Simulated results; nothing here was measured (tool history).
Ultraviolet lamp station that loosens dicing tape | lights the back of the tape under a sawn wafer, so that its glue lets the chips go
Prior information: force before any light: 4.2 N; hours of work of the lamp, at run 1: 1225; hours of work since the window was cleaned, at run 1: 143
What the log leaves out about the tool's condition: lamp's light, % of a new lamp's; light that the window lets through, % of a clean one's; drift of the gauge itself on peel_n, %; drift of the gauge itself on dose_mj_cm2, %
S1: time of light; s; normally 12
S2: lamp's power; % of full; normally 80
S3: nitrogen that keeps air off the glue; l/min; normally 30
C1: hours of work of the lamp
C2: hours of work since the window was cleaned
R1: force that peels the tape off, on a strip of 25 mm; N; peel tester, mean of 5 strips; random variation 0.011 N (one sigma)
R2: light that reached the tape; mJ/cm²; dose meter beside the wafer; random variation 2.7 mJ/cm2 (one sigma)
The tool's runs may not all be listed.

run 1 hour=0.0 | S1=12 S2=80 S3=30 | C1=1225 C2=143 | R1=0.754 R2=245
run 2 hour=46.6 | S1=12 S2=80 S3=30 | C1=1254 C2=173 | R1=0.817 R2=238
run 3 hour=126.0 | S1=12 S2=80 S3=30 | C1=1304 C2=223 | R1=0.852 R2=228
-- hour=161.7 window cleaned of glue's vapour
run 4 hour=179.6 | S1=12 S2=80 S3=30 | C1=1338 C2=11 | R1=1.058 R2=193
run 5 hour=247.7 | S1=12 S2=80 S3=59 | C1=1381 C2=54 | R1=0.837 R2=184
-- hour=296.2 lamp changed
run 6 hour=300.0 | S1=12 S2=80 S3=14 | C1=2 C2=86 | R1=1.236 R2=233
run 7 hour=378.6 | S1=12 S2=80 S3=14 | C1=52 C2=136 | R1=1.320 R2=218
run 8 hour=418.6 | S1=12 S2=100 S3=30 | C1=77 C2=161 | R1=0.729 R2=269
run 9 hour=513.0 | S1=12 S2=77 S3=30 | C1=137 C2=221 | R1=1.085 R2=193
-- hour=552.8 window cleaned of glue's vapour
run 10 hour=562.7 | S1=12 S2=80 S3=40 | C1=168 C2=6 | R1=0.448 R2=326
run 11 hour=609.6 | S1=12 S2=80 S3=40 | C1=197 C2=36 | R1=0.465 R2=318
run 12 hour=670.5 | S1=12 S2=78 S3=30 | C1=236 C2=74 | R1=0.580 R2=299
-- hour=688.1 window cleaned of glue's vapour, once more
run 13 hour=758.1 | S1=14 S2=82 S3=30 | C1=290 C2=44 | R1=0.410 R2=369
run 14 hour=827.1 | S1=14 S2=82 S3=30 | C1=334 C2=88 | R1=0.442 R2=357
run 15 hour=891.2 | S1=14 S2=82 S3=30 | C1=374 C2=128 | R1=0.471 R2=345
run 16 hour=984.3 | S1=14 S2=82 S3=30 | C1=433 C2=187 | R1=0.506 R2=328
run 17 hour=1043.2 | S1=9 S2=63 S3=31 | C1=470 C2=224 | R1=1.328 R2=158

Below are 3 alternative next runs, each starting from the tool's condition after run 17. Predict each:
-- hour=1077.2 window cleaned of glue's vapour
run A hour=1102.6 | S1=14 S2=78 S3=33 | C1=507 C2=16 | R1=? R2=?
-- hour=1077.2 window cleaned of glue's vapour
run B hour=1102.6 | S1=9 S2=61 S3=31 | C1=507 C2=16 | R1=? R2=?
-- hour=1077.2 window cleaned of glue's vapour
run C hour=1102.6 | S1=9 S2=84 S3=31 | C1=507 C2=16 | R1=? R2=?

run=A R1=0.440 R2=348
run=B R1=1.187 R2=173
run=C R1=0.779 R2=245
With the hidden condition removed and each run's random variation left untouched, the same runs would have given:
run=A R1=0.366 R2=397
run=B R1=1.014 R2=197
run=C R1=0.644 R2=279
